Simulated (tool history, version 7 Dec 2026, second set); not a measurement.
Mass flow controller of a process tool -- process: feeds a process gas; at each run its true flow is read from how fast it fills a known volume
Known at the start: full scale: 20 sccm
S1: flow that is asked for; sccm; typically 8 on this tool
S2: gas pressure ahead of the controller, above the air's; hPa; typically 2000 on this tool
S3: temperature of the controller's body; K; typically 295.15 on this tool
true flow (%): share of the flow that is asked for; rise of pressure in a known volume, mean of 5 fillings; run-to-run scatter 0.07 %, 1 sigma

{"run": 1, "hour": 0.0, "S1": 8, "S2": 2000, "S3": 295.15, "true flow (%)": 98.87}
{"run": 2, "hour": 116.1, "S1": 8, "S2": 1450, "S3": 295.15, "true flow (%)": 98.78}
{"run": 3, "hour": 215.9, "S1": 8, "S2": 1450, "S3": 295.15, "true flow (%)": 98.59}
{"run": 4, "hour": 324.7, "S1": 8, "S2": 1450, "S3": 295.15, "true flow (%)": 98.77}
{"run": 5, "hour": 385.8, "S1": 8, "S2": 2000, "S3": 303.15, "true flow (%)": 98.65}
{"run": 6, "hour": 467.8, "S1": 8, "S2": 2000, "S3": 303.15, "true flow (%)": 98.75}
{"run": 7, "hour": 534.9, "S1": 8, "S2": 2650, "S3": 294.15, "true flow (%)": 99.07}
{"run": 8, "hour": 673.1, "S1": 3, "S2": 1990, "S3": 295.15, "true flow (%)": 97.4}
{"run": 9, "hour": 794.7, "S1": 3, "S2": 2520, "S3": 295.15, "true flow (%)": 97.65}
{"run": 10, "hour": 899.3, "S1": 3, "S2": 2520, "S3": 295.15, "true flow (%)": 97.5}
{"run": 11, "hour": 960.8, "S1": 3, "S2": 2520, "S3": 302.15, "true flow (%)": 97.21}
{"run": 12, "hour": 1048.2, "S1": 3, "S2": 2000, "S3": 300.15, "true flow (%)": 97.03}

Here are 5 independent what-if runs from the current tool condition. What would each one return?
{"run": "A", "hour": 1157.4, "S1": 8, "S2": 2500, "S3": 300.15, "true flow (%)": "?"}
{"run": "B", "hour": 1157.4, "S1": 8, "S2": 2330, "S3": 295.15, "true flow (%)": "?"}
{"run": "C", "hour": 1157.4, "S1": 7, "S2": 2000, "S3": 300.15, "true flow (%)": "?"}
{"run": "D", "hour": 1157.4, "S1": 8, "S2": 2000, "S3": 299.15, "true flow (%)": "?"}
{"run": "E", "hour": 1157.4, "S1": 8, "S2": 1980, "S3": 295.15, "true flow (%)": "?"}

run=A true_flow_(%)=98.95
run=B true_flow_(%)=99.1
run=C true_flow_(%)=98.62
run=D true_flow_(%)=98.67
run=E true_flow_(%)=98.94
Stripped of hidden state, with their random variation kept, the same runs would have yielded:
run=A true_flow_(%)=98.77
run=B true_flow_(%)=98.93
run=C true_flow_(%)=98.55
run=D true_flow_(%)=98.5
run=E true_flow_(%)=98.77

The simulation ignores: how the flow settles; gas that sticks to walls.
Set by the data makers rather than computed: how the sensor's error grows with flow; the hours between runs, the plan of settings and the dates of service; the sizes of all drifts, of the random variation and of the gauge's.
